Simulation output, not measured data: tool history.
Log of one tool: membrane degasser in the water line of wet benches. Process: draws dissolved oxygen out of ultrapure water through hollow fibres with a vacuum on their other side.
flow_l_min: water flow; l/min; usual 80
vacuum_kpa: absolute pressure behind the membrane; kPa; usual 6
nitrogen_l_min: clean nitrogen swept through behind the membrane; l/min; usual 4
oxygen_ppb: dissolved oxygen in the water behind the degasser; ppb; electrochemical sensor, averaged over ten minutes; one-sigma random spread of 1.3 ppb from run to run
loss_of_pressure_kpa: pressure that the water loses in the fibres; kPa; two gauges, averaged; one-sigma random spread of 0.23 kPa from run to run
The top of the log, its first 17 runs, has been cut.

Run 18, hour 3241: usual settings but flow_l_min 56 l/min. Result: oxygen_ppb 92.3 ppb, loss_of_pressure_kpa 41.55 kPa.
Run 19, hour 3403.8: usual settings but flow_l_min 60 l/min, vacuum_kpa 11.12 kPa. Result: oxygen_ppb 268.9 ppb, loss_of_pressure_kpa 44.93 kPa.
Run 20, hour 3647.7: usual settings but flow_l_min 97 l/min, vacuum_kpa 12.66 kPa, nitrogen_l_min 6 l/min. Result: oxygen_ppb 345.9 ppb, loss_of_pressure_kpa 71.52 kPa.
Run 21, hour 3803.6: usual settings but flow_l_min 124 l/min, nitrogen_l_min 2.93 l/min. Result: oxygen_ppb 241.7 ppb, loss_of_pressure_kpa 92.47 kPa.
Run 22, hour 3930.7: usual settings but flow_l_min 70 l/min. Result: oxygen_ppb 113.2 ppb, loss_of_pressure_kpa 52.01 kPa.
Run 23, hour 4181.8: usual settings but flow_l_min 122 l/min, vacuum_kpa 6.87 kPa. Result: oxygen_ppb 247 ppb, loss_of_pressure_kpa 91.3 kPa.
Run 24, hour 4322.2: usual settings but flow_l_min 97 l/min. Result: oxygen_ppb 155 ppb, loss_of_pressure_kpa 72.27 kPa.
Run 25, hour 4485.7: usual settings but flow_l_min 111 l/min, vacuum_kpa 8.05 kPa, nitrogen_l_min 9.86 l/min. Result: oxygen_ppb 138.6 ppb, loss_of_pressure_kpa 82.55 kPa.
At hour 4622: gauge calibrated.
Run 26, hour 4637.4: usual settings but flow_l_min 77 l/min, vacuum_kpa 5.65 kPa, nitrogen_l_min 9.86 l/min. Result: oxygen_ppb 51.3 ppb, loss_of_pressure_kpa 55.86 kPa.
Run 27, hour 4768.3: usual settings but flow_l_min 81 l/min, vacuum_kpa 6.95 kPa, nitrogen_l_min 6.94 l/min. Result: oxygen_ppb 107.4 ppb, loss_of_pressure_kpa 58.97 kPa.
At hour 4852.7: membrane cartridge changed.
Run 28, hour 4991.5: usual settings but flow_l_min 81 l/min, vacuum_kpa 6.95 kPa, nitrogen_l_min 6.94 l/min. Result: oxygen_ppb 104.9 ppb, loss_of_pressure_kpa 59.5 kPa.
Run 29, hour 5249.9: usual settings but flow_l_min 81 l/min, vacuum_kpa 6.95 kPa, nitrogen_l_min 6.94 l/min. Result: oxygen_ppb 108.1 ppb, loss_of_pressure_kpa 59.34 kPa.
Run 30, hour 5369.2: usual settings but flow_l_min 81 l/min, vacuum_kpa 6.95 kPa, nitrogen_l_min 6.94 l/min. Result: oxygen_ppb 106.8 ppb, loss_of_pressure_kpa 59.32 kPa.
Run 31, hour 5594.9: usual settings but flow_l_min 81 l/min, vacuum_kpa 6.95 kPa, nitrogen_l_min 6.94 l/min. Result: oxygen_ppb 108 ppb, loss_of_pressure_kpa 59.22 kPa.
Run 32, hour 5752: usual settings but flow_l_min 81 l/min, vacuum_kpa 6.95 kPa, nitrogen_l_min 6.94 l/min. Result: oxygen_ppb 106.1 ppb, loss_of_pressure_kpa 59.38 kPa.
Run 33, hour 5995.8: usual settings but flow_l_min 81 l/min, vacuum_kpa 6.95 kPa, nitrogen_l_min 6.94 l/min. Result: oxygen_ppb 106.5 ppb, loss_of_pressure_kpa 59.46 kPa.

Consider 3 possible next runs. They are alternatives, not a sequence: every one starts from the tool as it was left by run 33. What does each give?
Run A, hour 6228.7: usual settings but vacuum_kpa 10.31 kPa, nitrogen_l_min 5.27 l/min. Result: oxygen_ppb ?, loss_of_pressure_kpa ?.
Run B, hour 6228.7: usual settings but flow_l_min 81 l/min, vacuum_kpa 4.96 kPa, nitrogen_l_min 9.21 l/min. Result: oxygen_ppb ?, loss_of_pressure_kpa ?.
Run C, hour 6228.7: usual settings but flow_l_min 100 l/min, vacuum_kpa 4.21 kPa, nitrogen_l_min 6.94 l/min. Result: oxygen_ppb ?, loss_of_pressure_kpa ?.

run  oxygen_ppb  loss_of_pressure_kpa
  A         243                 58.89
  B        42.9                 59.82
  C        43.6                 73.75
With the hidden condition removed and each run's random variation left untouched, the same runs would have given:
run  oxygen_ppb  loss_of_pressure_kpa
  A         243                  58.4
  B        42.8                 59.33
  C        43.5                 73.14

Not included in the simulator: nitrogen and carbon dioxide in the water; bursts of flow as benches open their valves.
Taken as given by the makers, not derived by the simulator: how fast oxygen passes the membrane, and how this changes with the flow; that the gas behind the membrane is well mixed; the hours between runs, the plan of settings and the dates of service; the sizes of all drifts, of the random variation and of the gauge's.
